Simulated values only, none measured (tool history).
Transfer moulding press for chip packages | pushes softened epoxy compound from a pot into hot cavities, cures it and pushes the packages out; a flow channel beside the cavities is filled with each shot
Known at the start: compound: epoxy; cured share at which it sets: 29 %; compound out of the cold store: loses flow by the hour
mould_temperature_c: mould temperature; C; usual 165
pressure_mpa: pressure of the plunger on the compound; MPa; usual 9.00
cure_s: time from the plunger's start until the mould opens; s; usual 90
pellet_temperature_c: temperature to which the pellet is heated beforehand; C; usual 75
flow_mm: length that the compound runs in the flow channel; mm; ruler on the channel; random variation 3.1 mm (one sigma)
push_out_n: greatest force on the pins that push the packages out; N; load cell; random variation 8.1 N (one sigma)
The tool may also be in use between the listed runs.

| run | day | mould_temperature_c | pressure_mpa | cure_s | pellet_temperature_c | incoming compound's hours out of the cold store | flow_mm | push_out_n |
|---|---|---|---|---|---|---|---|---|
| 1 | 0.000 | 165 | 9.00 | 90 | 75 | 18.3 | 677 | 432 |
| 2 | 0.404 | 165 | 9.00 | 90 | 75 | 8.7 | 705 | 472 |
| 3 | 0.654 | 165 | 9.00 | 90 | 75 | 33.3 | 646 | 493 |
| 4 | 0.825 | 165 | 9.00 | 90 | 75 | 15.0 | 688 | 498 |
| 5 | 1.233 | 165 | 9.00 | 90 | 75 | 39.2 | 632 | 535 |
| 6 | 1.675 | 165 | 8.97 | 90 | 75 | 14.1 | 686 | 369 |
| 7 | 1.954 | 167 | 9.00 | 90 | 75 | 36.8 | 638 | 360 |
| 8 | 2.296 | 165 | 9.00 | 71 | 75 | 18.5 | 668 | 754 |
| 9 | 2.567 | 165 | 9.00 | 90 | 75 | 18.1 | 665 | 443 |
| 10 | 2.783 | 165 | 8.57 | 90 | 75 | 29.4 | 632 | 475 |
| 11 | 2.971 | 165 | 8.57 | 90 | 75 | 15.0 | 663 | 487 |
| 12 | 3.208 | 165 | 8.57 | 90 | 75 | 29.9 | 631 | 493 |
| 13 | 3.617 | 165 | 8.57 | 90 | 79 | 44.5 | 605 | 496 |
| 14 | 3.912 | 165 | 9.00 | 90 | 79 | 17.1 | 678 | 342 |
| 15 | 4.179 | 165 | 9.00 | 90 | 79 | 22.1 | 660 | 395 |
| 16 | 4.354 | 165 | 9.00 | 90 | 79 | 38.1 | 626 | 399 |
| 17 | 4.579 | 165 | 10.17 | 90 | 79 | 29.2 | 679 | 433 |
| 18 | 4.779 | 165 | 7.58 | 90 | 81 | 26.2 | 600 | 428 |
| 19 | 5.179 | 170 | 9.00 | 90 | 75 | 24.4 | 645 | 415 |
| 20 | 5.488 | 170 | 7.20 | 112 | 84 | 10.0 | 603 | 406 |
| 21 | 5.667 | 165 | 8.24 | 123 | 76 | 22.2 | 631 | 400 |
| 22 | 6.117 | 165 | 8.24 | 123 | 76 | 22.2 | 627 | 291 |
| 23 | 6.429 | 165 | 8.24 | 123 | 72 | 28.2 | 617 | 321 |
| 24 | 6.825 | 165 | 7.97 | 115 | 82 | 15.8 | 633 | 353 |
| 25 | 7.117 | 165 | 6.83 | 104 | 75 | 33.4 | 550 | 392 |
| 26 | 7.308 | 165 | 6.83 | 104 | 75 | 45.6 | 537 | 381 |
| 27 | 7.671 | 165 | 6.83 | 104 | 75 | 8.5 | 599 | 453 |
| 28 | 8.029 | 165 | 6.83 | 104 | 75 | 9.7 | 596 | 463 |
| 29 | 8.488 | 164 | 8.56 | 113 | 81 | 36.4 | 614 | 308 |
| 30 | 8.779 | 161 | 10.00 | 89 | 70 | 34.5 | 665 | 504 |

Taken out of this log: 4 entries between the listed runs. Where each belongs, and how the hidden state differs across it:
Between runs 5 and 6: cavities cleaned with cleaning compound and waxed (day 1.642)
  true mould temperature over the reading, C: 0.62 -> 0.63; pressure that reaches the compound, % of what is set: 97.87 -> 97.62; grip of the stained cavities, % over clean ones': 51.9 -> 3.1
  measured less the result without the state, flow_mm: -8 -> -9 mm; push_out_n: +173 -> +1 N
Between runs 13 and 14: cavities cleaned with cleaning compound and waxed (day 3.846)
  true mould temperature over the reading, C: 0.69 -> 0.7; pressure that reaches the compound, % of what is set: 96.36 -> 96.22; grip of the stained cavities, % over clean ones': 53.5 -> 2.6
  measured less the result without the state, flow_mm: -13 -> -14 mm; push_out_n: +165 -> -2 N
Between runs 21 and 22: cavities cleaned with cleaning compound and waxed (day 6.062)
  true mould temperature over the reading, C: 0.76 -> 0.77; pressure that reaches the compound, % of what is set: 95.07 -> 94.83; grip of the stained cavities, % over clean ones': 49.7 -> 2.5
  measured less the result without the state, flow_mm: -17 -> -19 mm; push_out_n: +134 -> +6 N
Between runs 28 and 29: cavities cleaned with cleaning compound and waxed (day 8.267)
  true mould temperature over the reading, C: 0.83 -> 0.85; pressure that reaches the compound, % of what is set: 93.52 -> 93.26; grip of the stained cavities, % over clean ones': 51.5 -> 8.7
  measured less the result without the state, flow_mm: -21 -> -23 mm; push_out_n: +151 -> +23 N

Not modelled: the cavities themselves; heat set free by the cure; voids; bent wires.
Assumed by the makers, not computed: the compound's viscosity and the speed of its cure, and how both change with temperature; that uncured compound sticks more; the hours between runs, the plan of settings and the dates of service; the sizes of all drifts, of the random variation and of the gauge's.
